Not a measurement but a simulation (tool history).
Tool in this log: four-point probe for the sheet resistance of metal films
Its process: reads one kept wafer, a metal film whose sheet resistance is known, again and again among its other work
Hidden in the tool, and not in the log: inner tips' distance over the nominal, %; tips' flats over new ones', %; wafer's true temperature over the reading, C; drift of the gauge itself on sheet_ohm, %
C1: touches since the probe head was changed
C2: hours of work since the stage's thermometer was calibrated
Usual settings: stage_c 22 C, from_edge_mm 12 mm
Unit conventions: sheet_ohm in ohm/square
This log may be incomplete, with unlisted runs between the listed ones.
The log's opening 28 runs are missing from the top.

run 29 day=35.633 | stage_c=18 from_edge_mm=55 | C1=65096 C2=1061 | sheet_ohm=1.364798
run 30 day=37.308 | stage_c=18 from_edge_mm=55 | C1=66227 C2=1082 | sheet_ohm=1.364493
run 31 day=38.312 | stage_c=25 from_edge_mm=73 | C1=66904 C2=1094 | sheet_ohm=1.353366
run 32 day=39.875 | stage_c=19 from_edge_mm=39 | C1=67960 C2=1113 | sheet_ohm=1.363234
run 33 day=40.588 | stage_c=22 from_edge_mm=22 | C1=68442 C2=1122 | sheet_ohm=1.359587
run 34 day=41.567 | stage_c=22 from_edge_mm=22 | C1=69104 C2=1134 | sheet_ohm=1.359925
run 35 day=43.200 | stage_c=22 from_edge_mm=22 | C1=70205 C2=1154 | sheet_ohm=1.359544
run 36 day=44.200 | stage_c=18 from_edge_mm=7 | C1=70882 C2=1166 | sheet_ohm=1.387854
run 37 day=45.146 | stage_c=29 from_edge_mm=51 | C1=71521 C2=1177 | sheet_ohm=1.346457
run 38 day=46.821 | stage_c=28 from_edge_mm=39 | C1=72649 C2=1198 | sheet_ohm=1.347711
run 39 day=47.854 | stage_c=20 from_edge_mm=12 | C1=73348 C2=1210 | sheet_ohm=1.368813
run 40 day=49.033 | stage_c=20 from_edge_mm=12 | C1=74145 C2=1225 | sheet_ohm=1.368261
run 41 day=50.712 | stage_c=19 from_edge_mm=35 | C1=75277 C2=1245 | sheet_ohm=1.363227
run 42 day=51.779 | stage_c=23 from_edge_mm=8 | C1=75997 C2=1258 | sheet_ohm=1.373447
run 43 day=52.854 | stage_c=23 from_edge_mm=8 | C1=76725 C2=1271 | sheet_ohm=1.372916
run 44 day=54.088 | stage_c=18 from_edge_mm=19 | C1=77558 C2=1286 | sheet_ohm=1.366328

Branching from run 44: 5 alternative next runs. What would each branch give?
run A day=55.442 | stage_c=22 from_edge_mm=6 | C1=78471 C2=1303 | sheet_ohm=?
run B day=55.442 | stage_c=22 from_edge_mm=14 | C1=78471 C2=1303 | sheet_ohm=?
run C day=55.442 | stage_c=21 from_edge_mm=74 | C1=78471 C2=1303 | sheet_ohm=?
run D day=55.442 | stage_c=33 from_edge_mm=47 | C1=78471 C2=1303 | sheet_ohm=?
run E day=55.442 | stage_c=18 from_edge_mm=23 | C1=78471 C2=1303 | sheet_ohm=?

run=A sheet_ohm=1.388076
run=B sheet_ohm=1.362089
run=C sheet_ohm=1.358372
run=D sheet_ohm=1.339578
run=E sheet_ohm=1.365314
Take away the tool's hidden state, keep each run's random variation, and the runs would have read:
run=A sheet_ohm=1.392354
run=B sheet_ohm=1.366295
run=C sheet_ohm=1.362564
run=D sheet_ohm=1.343761
run=E sheet_ohm=1.369514
